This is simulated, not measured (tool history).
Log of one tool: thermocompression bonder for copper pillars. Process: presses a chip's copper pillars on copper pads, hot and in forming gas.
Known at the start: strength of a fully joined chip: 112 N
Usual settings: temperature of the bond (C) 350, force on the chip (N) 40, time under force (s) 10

run,day,temperature of the bond (C),force on the chip (N),time under force (s),force that shears a chip off (N)
1,0,350,40,10,76
2,0.325,350,40,10,76.1
3,0.871,350,40,10,76.3
4,1.242,350,40,10,76.2
5,1.629,370,40,10,87.3
6,1.904,370,40,10,86.5
7,2.142,378,40,10,91.2
8,2.408,378,24,10,64.3
9,2.688,378,24,10,64.5
10,3.017,378,24,10,64.6
11,3.475,378,24,10,64.2
12,3.838,350,40,10,76
13,4.083,350,34,10,67.6
14,4.579,350,34,10,67.5
15,4.888,350,34,7,59.6
16,5.308,350,45,10,82.1
17,5.862,350,45,10,81.9
18,6.312,350,45,10,81.7
19,6.783,350,40,21,89.9
20,7.292,350,40,21,89.8
21,7.654,338,40,12,72.5
22,8.158,339,27,17,58.3
23,8.721,339,27,17,59
24,9.292,360,56,6,87.5
25,9.542,350,39,17,84.6
26,10.021,350,40,27,92.9
27,10.304,350,40,27,93.4
28,10.692,350,50,10,86.9
29,10.992,350,50,10,86.1
# day 11.096: forming gas filter changed
30,11.504,350,50,10,88.7
31,11.858,344,51,10,86.5
32,12.162,344,43,10,77.4
33,12.712,336,25,8,41
34,13.258,350,50,5,75.4
35,13.742,368,58,10,102.2
36,14.108,364,39,10,83.9
37,14.562,335,40,8,64.1

Forecast each of these 5 alternatives for the next run:
A,14.962,360,28,6,?
B,14.962,350,35,6,?
C,14.962,344,35,17,?
D,14.962,362,26,11,?
E,14.962,350,26,10,?

run,force that shears a chip off (N)
A,53.1
B,59.6
C,77.8
D,62.4
E,54.2
Without the tool's hidden state the same runs would have given:
run,force that shears a chip off (N)
A,54.3
B,60.7
C,78.9
D,63.6
E,55.2
